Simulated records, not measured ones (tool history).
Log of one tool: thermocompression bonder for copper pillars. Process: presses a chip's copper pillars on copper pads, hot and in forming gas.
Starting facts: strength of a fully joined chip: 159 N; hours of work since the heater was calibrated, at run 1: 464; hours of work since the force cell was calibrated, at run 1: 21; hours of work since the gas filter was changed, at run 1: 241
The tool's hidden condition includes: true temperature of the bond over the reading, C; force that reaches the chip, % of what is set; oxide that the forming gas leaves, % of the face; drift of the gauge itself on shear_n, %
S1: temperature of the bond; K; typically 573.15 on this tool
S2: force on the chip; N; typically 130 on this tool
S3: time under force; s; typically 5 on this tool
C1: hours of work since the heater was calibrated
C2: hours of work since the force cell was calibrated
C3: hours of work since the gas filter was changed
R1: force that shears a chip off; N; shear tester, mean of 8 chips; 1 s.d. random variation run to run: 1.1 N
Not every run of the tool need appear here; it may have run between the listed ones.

run   hour      S1   S2  S3   C1   C2   C3     R1
  1    0.0  573.15  130   5  464   21  241   89.5
  2   13.1  573.15  130   5  474   31  251   87.2
  3   39.7  573.15  130   5  494   51  271   87.6
      47.5  -- forming gas filter changed
  4   65.3  586.15  130   5  513   69   13  102.9
  5   82.3  573.15  130   5  526   82   26   94.0
  6   94.1  573.15  130   5  534   91   35   94.9
  7  109.2  573.15  130   5  546  103   46   95.1
  8  128.8  573.15  130   5  561  117   61   92.8
     132.3  -- force cell calibrated
  9  152.5  579.15  130   8  577   15   78  111.0
 10  168.1  579.15  130   8  589   27   90  110.4
 11  188.6  579.15  130   8  605   42  105  109.3
     198.7  -- force cell calibrated, once more
 12  208.9  590.15  169  11  619    8  119  140.2
 13  224.4  590.15   89   5  630   19  131   76.0
 14  242.4  590.15   89   5  644   33  145   74.9
 15  268.8  587.15   94   9  664   53  165   91.8

What does the tool deliver on the next run?
 16  288.9  552.15  144   5  679  68  180   ?

Run 16 yielded R1 84.2 N.
Had the tool carried no hidden state, the very same run would have given R1 93.5 N.
